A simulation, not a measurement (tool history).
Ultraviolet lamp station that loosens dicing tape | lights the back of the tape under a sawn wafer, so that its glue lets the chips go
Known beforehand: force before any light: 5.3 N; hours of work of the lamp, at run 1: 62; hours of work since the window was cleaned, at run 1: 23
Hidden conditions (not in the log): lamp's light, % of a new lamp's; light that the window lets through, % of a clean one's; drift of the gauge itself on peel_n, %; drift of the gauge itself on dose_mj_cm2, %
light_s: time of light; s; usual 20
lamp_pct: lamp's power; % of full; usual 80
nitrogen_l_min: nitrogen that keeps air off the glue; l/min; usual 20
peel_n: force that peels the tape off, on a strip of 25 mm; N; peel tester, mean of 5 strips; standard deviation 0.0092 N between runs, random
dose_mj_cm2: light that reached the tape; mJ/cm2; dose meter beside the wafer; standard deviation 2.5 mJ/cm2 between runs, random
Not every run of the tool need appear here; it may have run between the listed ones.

| run | hour | light_s | lamp_pct | nitrogen_l_min | hours of work of the lamp | hours of work since the window was cleaned | peel_n | dose_mj_cm2 |
|---|---|---|---|---|---|---|---|---|
| 1 | 0.0 | 20 | 80 | 20 | 62 | 23 | 0.412 | 274 |
| 2 | 33.8 | 20 | 80 | 20 | 80 | 40 | 0.435 | 272 |
| 3 | 69.4 | 20 | 80 | 20 | 98 | 58 | 0.446 | 267 |
| 4 | 119.6 | 20 | 80 | 20 | 123 | 84 | 0.439 | 267 |
| 5 | 143.7 | 20 | 80 | 20 | 135 | 96 | 0.465 | 264 |
| 6 | 170.6 | 20 | 80 | 20 | 149 | 109 | 0.464 | 259 |
| 7 | 195.0 | 20 | 80 | 20 | 161 | 122 | 0.468 | 264 |
| 8 | 231.4 | 20 | 80 | 20 | 180 | 140 | 0.507 | 256 |
| 9 | 268.7 | 20 | 80 | 20 | 199 | 159 | 0.486 | 259 |
| 10 | 300.5 | 20 | 80 | 20 | 215 | 175 | 0.496 | 257 |
| 11 | 330.4 | 20 | 80 | 20 | 230 | 190 | 0.508 | 248 |
| 12 | 375.9 | 20 | 80 | 20 | 253 | 213 | 0.532 | 247 |
| 13 | 399.1 | 20 | 80 | 20 | 265 | 225 | 0.528 | 245 |
| 14 | 431.6 | 20 | 80 | 20 | 281 | 242 | 0.558 | 244 |
| 15 | 478.7 | 20 | 80 | 20 | 305 | 266 | 0.584 | 239 |
| 16 | 513.6 | 20 | 80 | 20 | 323 | 283 | 0.555 | 238 |
| 17 | 561.4 | 20 | 80 | 20 | 347 | 307 | 0.595 | 233 |
| 18 | 611.5 | 20 | 80 | 20 | 372 | 333 | 0.629 | 230 |
| 19 | 638.4 | 20 | 80 | 20 | 386 | 346 | 0.630 | 229 |
| 20 | 667.4 | 20 | 80 | 20 | 400 | 361 | 0.592 | 222 |
| 21 | 696.7 | 20 | 80 | 20 | 415 | 376 | 0.634 | 227 |
| 22 | 740.6 | 21 | 80 | 20 | 438 | 398 | 0.594 | 238 |
| 23 | 785.5 | 28 | 94 | 7 | 460 | 421 | 0.500 | 362 |
| 24 | 831.3 | 28 | 94 | 7 | 483 | 444 | 0.523 | 360 |
| 25 | 870.4 | 26 | 92 | 26 | 503 | 464 | 0.242 | 321 |
| 26 | 912.1 | 26 | 92 | 26 | 524 | 485 | 0.261 | 318 |
| 27 | 953.3 | 19 | 92 | 13 | 545 | 506 | 0.828 | 228 |
| 28 | 994.6 | 18 | 65 | 11 | 566 | 527 | 1.590 | 149 |
| 29 | 1043.8 | 18 | 65 | 11 | 591 | 552 | 1.653 | 148 |
|  | 1060.1 | window cleaned of glue's vapour |
| 30 | 1069.3 | 18 | 65 | 11 | 604 | 5 | 1.355 | 170 |
| 31 | 1109.2 | 11 | 91 | 14 | 624 | 25 | 1.522 | 147 |
| 32 | 1137.8 | 11 | 91 | 14 | 638 | 39 | 1.573 | 144 |
| 33 | 1159.9 | 18 | 91 | 9 | 650 | 51 | 1.003 | 232 |
| 34 | 1191.7 | 23 | 98 | 6 | 666 | 67 | 0.721 | 320 |
| 35 | 1239.2 | 33 | 98 | 32 | 690 | 91 | 0.114 | 459 |
| 36 | 1266.3 | 33 | 98 | 32 | 704 | 104 | 0.117 | 448 |
| 37 | 1315.0 | 21 | 67 | 32 | 728 | 129 | 0.665 | 191 |
| 38 | 1362.7 | 35 | 95 | 22 | 752 | 153 | 0.129 | 443 |
| 39 | 1390.9 | 35 | 95 | 22 | 767 | 168 | 0.137 | 444 |
| 40 | 1435.7 | 14 | 80 | 22 | 789 | 190 | 1.205 | 149 |
| 41 | 1484.0 | 14 | 96 | 40 | 814 | 215 | 0.738 | 175 |
| 42 | 1521.0 | 32 | 96 | 23 | 833 | 233 | 0.175 | 393 |

Below are 5 alternative next runs, each starting from the tool's condition after run 42. Predict each:
| A | 1552.7 | 32 | 75 | 23 | 849 | 249 | ? | ? |
| B | 1552.7 | 32 | 84 | 14 | 849 | 249 | ? | ? |
| C | 1552.7 | 37 | 96 | 16 | 849 | 249 | ? | ? |
| D | 1552.7 | 32 | 80 | 8 | 849 | 249 | ? | ? |
| E | 1552.7 | 15 | 71 | 28 | 849 | 249 | ? | ? |

| run | peel_n | dose_mj_cm2 |
|---|---|---|
| A | 0.301 | 304 |
| B | 0.337 | 345 |
| C | 0.152 | 449 |
| D | 0.569 | 322 |
| E | 1.317 | 135 |
Without the tool's hidden state the same runs would have given:
| run | peel_n | dose_mj_cm2 |
|---|---|---|
| A | 0.140 | 430 |
| B | 0.152 | 486 |
| C | 0.083 | 635 |
| D | 0.260 | 454 |
| E | 0.759 | 190 |

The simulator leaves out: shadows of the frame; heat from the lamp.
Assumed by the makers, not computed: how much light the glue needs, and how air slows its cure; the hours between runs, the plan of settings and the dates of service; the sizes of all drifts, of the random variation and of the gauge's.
